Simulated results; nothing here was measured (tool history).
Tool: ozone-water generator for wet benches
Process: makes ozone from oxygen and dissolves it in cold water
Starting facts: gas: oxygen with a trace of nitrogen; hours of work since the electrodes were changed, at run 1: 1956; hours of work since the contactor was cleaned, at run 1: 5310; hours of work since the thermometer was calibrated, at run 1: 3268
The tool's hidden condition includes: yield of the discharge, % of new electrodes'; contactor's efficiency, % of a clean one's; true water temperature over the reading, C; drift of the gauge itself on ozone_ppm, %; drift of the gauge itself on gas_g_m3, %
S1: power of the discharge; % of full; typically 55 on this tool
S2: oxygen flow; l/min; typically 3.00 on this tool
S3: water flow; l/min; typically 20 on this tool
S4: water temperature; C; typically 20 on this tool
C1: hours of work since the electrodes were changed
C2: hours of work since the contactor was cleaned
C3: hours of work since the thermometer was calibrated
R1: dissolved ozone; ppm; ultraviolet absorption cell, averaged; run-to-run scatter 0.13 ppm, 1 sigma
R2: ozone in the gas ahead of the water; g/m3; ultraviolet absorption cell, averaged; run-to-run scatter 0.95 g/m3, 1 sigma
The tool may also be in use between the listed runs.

| run | hour | S1 | S2 | S3 | S4 | C1 | C2 | C3 | R1 | R2 |
|---|---|---|---|---|---|---|---|---|---|---|
| 1 | 0.0 | 55 | 3.00 | 20 | 20 | 1956 | 5310 | 3268 | 13.0 | 161.2 |
| 2 | 100.7 | 55 | 3.88 | 20 | 20 | 2048 | 5402 | 3360 | 13.1 | 138.5 |
| 3 | 165.6 | 55 | 3.00 | 20 | 20 | 2107 | 5461 | 3419 | 12.9 | 163.1 |
| 4 | 248.2 | 55 | 3.00 | 20 | 21 | 2182 | 5536 | 3495 | 13.0 | 160.9 |
| 5 | 306.8 | 55 | 3.00 | 17 | 20 | 2235 | 5590 | 3548 | 15.3 | 160.8 |
| 6 | 375.0 | 55 | 3.00 | 17 | 20 | 2298 | 5652 | 3610 | 15.0 | 162.8 |
| 7 | 458.7 | 50 | 3.00 | 20 | 20 | 2374 | 5728 | 3686 | 12.2 | 152.0 |
| 8 | 547.7 | 55 | 3.00 | 14 | 20 | 2455 | 5809 | 3767 | 18.2 | 161.2 |
| 9 | 627.3 | 55 | 3.00 | 14 | 20 | 2527 | 5881 | 3840 | 18.0 | 162.1 |
| 10 | 742.5 | 55 | 3.00 | 14 | 15 | 2632 | 5986 | 3945 | 19.0 | 162.7 |
| 11 | 810.0 | 55 | 3.00 | 20 | 20 | 2694 | 6048 | 4006 | 13.1 | 160.9 |
| 12 | 888.3 | 55 | 3.00 | 20 | 20 | 2765 | 6119 | 4078 | 13.4 | 163.3 |
| 13 | 949.3 | 55 | 3.00 | 20 | 20 | 2821 | 6175 | 4133 | 13.0 | 162.8 |
| 14 | 1039.5 | 55 | 3.00 | 20 | 16 | 2903 | 6257 | 4215 | 13.6 | 162.1 |
| 15 | 1111.7 | 55 | 3.00 | 20 | 16 | 2969 | 6323 | 4281 | 13.8 | 164.2 |
| 16 | 1228.2 | 61 | 3.00 | 20 | 16 | 3075 | 6429 | 4387 | 14.7 | 176.2 |
| 17 | 1295.8 | 61 | 3.00 | 20 | 16 | 3136 | 6490 | 4449 | 14.7 | 175.7 |
| 18 | 1396.6 | 55 | 1.73 | 20 | 19 | 3228 | 6582 | 4541 | 12.4 | 227.6 |
| 19 | 1507.1 | 55 | 1.73 | 20 | 19 | 3329 | 6683 | 4641 | 12.4 | 230.4 |
| 20 | 1561.0 | 91 | 1.63 | 20 | 20 | 3378 | 6732 | 4690 | 17.6 | 340.2 |
| 21 | 1673.0 | 50 | 5.38 | 20 | 20 | 3480 | 6834 | 4792 | 12.1 | 105.8 |
| 22 | 1750.0 | 69 | 2.43 | 14 | 20 | 3550 | 6904 | 4863 | 21.6 | 215.6 |

What does the tool deliver on the next run?
| 23 | 1800.1 | 69 | 2.43 | 14 | 20 | 3596 | 6950 | 4908 | ? | ? |

Run 23 yielded R1 21.3 ppm, R2 216.9 g/m3.
On a tool with no hidden condition, and with the same random variation, this run would have come out at R1 21.4 ppm, R2 217.1 g/m3.

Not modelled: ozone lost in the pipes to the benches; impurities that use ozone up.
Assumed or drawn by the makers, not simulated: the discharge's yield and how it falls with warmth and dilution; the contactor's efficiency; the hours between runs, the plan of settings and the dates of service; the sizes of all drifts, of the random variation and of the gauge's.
